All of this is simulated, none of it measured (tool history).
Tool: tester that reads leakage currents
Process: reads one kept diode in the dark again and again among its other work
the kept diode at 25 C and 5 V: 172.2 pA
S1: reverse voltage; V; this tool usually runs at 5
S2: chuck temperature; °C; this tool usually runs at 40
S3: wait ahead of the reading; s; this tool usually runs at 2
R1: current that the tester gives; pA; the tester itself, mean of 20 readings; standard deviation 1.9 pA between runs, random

run 1 hour=0 | S1=5 S2=40 S3=2 | R1=635.23
run 2 hour=224.7 | S1=5 S2=40 S3=2 | R1=658.37
run 3 hour=347.8 | S1=5 S2=40 S3=2 | R1=676.72
run 4 hour=583.2 | S1=5 S2=40 S3=2 | R1=704.96
-- hour=738.7 chuck's temperature calibrated
run 5 hour=766.8 | S1=5 S2=40 S3=2 | R1=628.19
run 6 hour=907.5 | S1=5 S2=40 S3=2 | R1=645.06
run 7 hour=1108 | S1=5 S2=40 S3=2 | R1=669.29
run 8 hour=1257.2 | S1=5 S2=40 S3=2 | R1=689.26
run 9 hour=1428.8 | S1=5 S2=40 S3=5.58 | R1=707.1
-- hour=1590.7 chuck's temperature calibrated
-- hour=1609.4 tester calibrated
run 10 hour=1621.6 | S1=5 S2=40 S3=5.58 | R1=626.48
run 11 hour=1730 | S1=5 S2=40 S3=5.58 | R1=638.51
-- hour=1855.7 probe card cleaned and baked
run 12 hour=1954.9 | S1=5 S2=40 S3=3.45 | R1=670
run 13 hour=2069.7 | S1=5 S2=40 S3=3.45 | R1=683.31
run 14 hour=2169.7 | S1=5 S2=40 S3=3.45 | R1=695.03
run 15 hour=2272.3 | S1=5 S2=40 S3=1.09 | R1=708.45
run 16 hour=2423.1 | S1=5 S2=36 S3=2 | R1=526.09
-- hour=2449.2 chuck's temperature calibrated
run 17 hour=2542.9 | S1=5 S2=36 S3=2 | R1=463.93
run 18 hour=2716.1 | S1=5 S2=36 S3=2 | R1=476.91
run 19 hour=2862.3 | S1=5 S2=40 S3=2 | R1=684.57
-- hour=3012.4 probe card cleaned and baked, once more
run 20 hour=3074.5 | S1=5 S2=40 S3=2 | R1=707.77
run 21 hour=3251.6 | S1=5 S2=40 S3=2 | R1=728.93
-- hour=3296.8 chuck's temperature calibrated
run 22 hour=3411.7 | S1=5 S2=40 S3=2 | R1=633.65
run 23 hour=3514.2 | S1=3.31 S2=40 S3=9.23 | R1=511.06
run 24 hour=3613.6 | S1=3.31 S2=40 S3=9.23 | R1=521.14
run 25 hour=3838.1 | S1=3.31 S2=40 S3=9.23 | R1=545.89
run 26 hour=3962.8 | S1=3.31 S2=40 S3=9.23 | R1=559.03
run 27 hour=4068.2 | S1=2.19 S2=40 S3=5.07 | R1=454.33
-- hour=4152.3 chuck's temperature calibrated
run 28 hour=4301.7 | S1=2.19 S2=40 S3=5.07 | R1=404.19
run 29 hour=4485.3 | S1=5 S2=56 S3=1.41 | R1=2275.45
run 30 hour=4586 | S1=1.71 S2=40 S3=1.02 | R1=374.38
run 31 hour=4713.3 | S1=1.71 S2=29 S3=0.51 | R1=151.92

Run 32 has not been measured yet. What should we expect?
run 32 hour=4918.9 | S1=5 S2=29 S3=5.33 | R1=?

Run 32 came out at R1 283.39 pA.
On a tool with no hidden condition, and with the same random variation, this run would have come out at R1 246.15 pA.
